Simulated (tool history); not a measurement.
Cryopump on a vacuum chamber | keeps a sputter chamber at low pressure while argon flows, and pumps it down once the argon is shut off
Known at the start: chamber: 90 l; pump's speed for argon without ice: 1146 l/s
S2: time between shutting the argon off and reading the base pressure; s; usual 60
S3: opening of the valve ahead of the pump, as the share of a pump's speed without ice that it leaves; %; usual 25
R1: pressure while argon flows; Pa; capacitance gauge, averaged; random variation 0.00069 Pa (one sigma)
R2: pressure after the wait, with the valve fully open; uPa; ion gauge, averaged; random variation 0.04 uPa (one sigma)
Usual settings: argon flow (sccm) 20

run 1 hour=0.0 | argon_flow_(sccm)=20 S2=60 S3=25 | R1=0.1187 R2=2.57
run 2 hour=19.8 | argon_flow_(sccm)=20 S2=60 S3=25 | R1=0.1189 R2=2.59
run 3 hour=57.0 | argon_flow_(sccm)=20 S2=60 S3=25 | R1=0.1188 R2=2.59
run 4 hour=86.4 | argon_flow_(sccm)=20 S2=60 S3=25 | R1=0.1184 R2=2.66
run 5 hour=107.5 | argon_flow_(sccm)=20 S2=60 S3=25 | R1=0.1187 R2=2.65
run 6 hour=131.4 | argon_flow_(sccm)=20 S2=60 S3=25 | R1=0.1196 R2=2.65
run 7 hour=161.2 | argon_flow_(sccm)=20 S2=60 S3=25 | R1=0.1200 R2=2.66
run 8 hour=182.3 | argon_flow_(sccm)=20 S2=60 S3=52 | R1=0.0588 R2=2.71
run 9 hour=205.1 | argon_flow_(sccm)=20 S2=60 S3=52 | R1=0.0590 R2=2.66
run 10 hour=238.3 | argon_flow_(sccm)=20 S2=60 S3=52 | R1=0.0590 R2=2.76
run 11 hour=254.3 | argon_flow_(sccm)=20 S2=60 S3=52 | R1=0.0585 R2=2.68
run 12 hour=277.9 | argon_flow_(sccm)=21 S2=22 S3=31 | R1=0.1025 R2=6.42
run 13 hour=294.4 | argon_flow_(sccm)=12 S2=81 S3=22 | R1=0.0809 R2=2.27
run 14 hour=318.9 | argon_flow_(sccm)=34 S2=92 S3=56 | R1=0.0929 R2=2.10

The next listed run, before its measurement:
run 15 hour=342.5 | argon_flow_(sccm)=34 S2=92 S3=56 | R1=? R2=?

Run 15 gave R1 0.0936 Pa, R2 2.22 uPa.
Without the tool's hidden state the same run would have given R1 0.0893 Pa, R2 1.68 uPa.
